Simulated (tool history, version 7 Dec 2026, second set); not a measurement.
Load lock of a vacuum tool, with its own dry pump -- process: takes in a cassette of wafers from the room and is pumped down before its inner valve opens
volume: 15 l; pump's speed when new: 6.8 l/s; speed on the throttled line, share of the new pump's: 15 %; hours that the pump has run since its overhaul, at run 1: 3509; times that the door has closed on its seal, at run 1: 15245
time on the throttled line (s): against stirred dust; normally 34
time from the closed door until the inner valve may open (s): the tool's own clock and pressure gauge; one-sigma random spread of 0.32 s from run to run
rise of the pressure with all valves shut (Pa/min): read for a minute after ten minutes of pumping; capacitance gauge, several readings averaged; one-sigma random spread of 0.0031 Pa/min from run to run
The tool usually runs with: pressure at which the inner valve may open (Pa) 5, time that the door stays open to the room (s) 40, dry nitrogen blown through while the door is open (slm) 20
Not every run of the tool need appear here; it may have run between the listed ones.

run	day	time on the throttled line (s)	pressure at which the inner valve may open (Pa)	time that the door stays open to the room (s)	dry nitrogen blown through while the door is open (slm)	hours that the pump has run since its overhaul	times that the door has closed on its seal	incoming humidity of the room's air, %	time from the closed door until the inner valve may open (s)	rise of the pressure with all valves shut (Pa/min)
1	0	34	5	40	20	3509	15245	46.4	51.7	0.095
2	4.567	34	5	40	20	3618	15769	49.7	51.9	0.095
3	6.875	19	5	40	20	3674	16034	44.7	39.8	0.101
4	11.279	34	4	40	20	3780	16539	45.3	52.8	0.106
5	13.779	56	5	40	20	3840	16826	45.6	70.7	0.095
6	16.854	56	5	40	20	3913	17179	39.5	70.7	0.091
7	21.317	56	5	40	20	4020	17690	47.5	70.8	0.098
8	26.479	53	5	40	20	4144	18282	44.9	67.9	0.106
9	31.321	53	5	40	20	4261	18838	41	67.7	0.098
10	35.062	53	5	40	20	4350	19267	47.1	68.3	0.108
11	40.433	33	5	40	20	4479	19883	43.8	51.2	0.111
12	42.754	33	5	40	20	4535	20149	46	51.4	0.105
13	46.821	33	5	40	20	4633	20615	42.6	51.1	0.11
14	50.162	33	5	40	20	4713	20999	44.6	51.4	0.112
15	53.912	33	5	40	20	4803	21429	47.2	51.6	0.116
16	56.896	33	5	40	20	4874	21771	44.2	51.6	0.114
17	62.05	34	5	40	20	4998	22362	47.1	52.1	0.123
18	65.938	34	5	40	20	5091	22808	49.3	52.8	0.124
19	70.229	34	5	40	20	5194	23300	44.9	52.5	0.122
20	72.658	34	5	40	20	5253	23579	47.8	52.7	0.13
21	76.7	39	5	40	8	5350	24042	44.1	56.4	0.147
22	81.004	62	5	40	20	5453	24536	43.5	76.1	0.127
23	84.904	34	5	55	20	5547	24983	44.3	53	0.142
24	88.579	34	5	55	20	5635	25405	46.1	53	0.147
25	92.571	31	7	212	36	5731	25863	44.9	48.9	0.207
26	96.4	31	7	212	36	5822	26302	44.8	49.3	0.204
27	98.946	22	5	237	20	5884	26594	39.3	43	0.24
28	102.558	24	4	40	12	5970	27008	44.3	45.2	0.148
29	105.921	24	4	40	12	6051	27394	40.9	44.9	0.143
30	110.254	45	9	192	20	6155	27891	43.2	60.5	0.244
31	113.846	45	9	192	20	6241	28303	42.6	60	0.241
32	119.221	34	5	40	33	6370	28920	44.4	53.2	0.138
33	121.829	34	10	40	33	6433	29219	42.5	51.1	0.14
34	126.433	27	5	220	20	6543	29747	47.1	47.3	0.274
35	129.858	27	5	220	20	6625	30139	46.2	47.2	0.276
36	132.429	27	5	220	20	6687	30434	43.9	46.9	0.265

Below, each run's measurement less what the same run would have read without the hidden state. Both values contain the same run-to-run variation, but the gauge's scatter may not be the same in both:
Hidden state present: pump's speed, % of a new pump's; leak at the door's seal, Pa l/s; drift of the gauge itself on ready_s, %; drift of the gauge itself on rise_pa_min, %.
run	time from the closed door until the inner valve may open (s)	rise of the pressure with all valves shut (Pa/min)
1	+1	+0.034
2	+1	+0.036
3	+1.3	+0.038
4	+1.1	+0.04
5	+0.9	+0.04
6	+0.9	+0.041
7	+0.9	+0.043
8	+0.9	+0.045
9	+0.9	+0.046
10	+1	+0.049
11	+1.2	+0.051
12	+1.2	+0.052
13	+1.2	+0.054
14	+1.3	+0.057
15	+1.3	+0.057
16	+1.3	+0.06
17	+1.4	+0.064
18	+1.4	+0.065
19	+1.4	+0.067
20	+1.4	+0.069
21	+1.3	+0.07
22	+1.1	+0.072
23	+1.5	+0.073
24	+1.5	+0.077
25	+1.5	+0.078
26	+1.6	+0.08
27	+1.8	+0.082
28	+1.8	+0.083
29	+1.8	+0.085
30	+1.4	+0.09
31	+1.4	+0.091
32	+1.8	+0.094
33	+1.6	+0.095
34	+2	+0.097
35	+1.9	+0.099
36	+1.9	+0.101
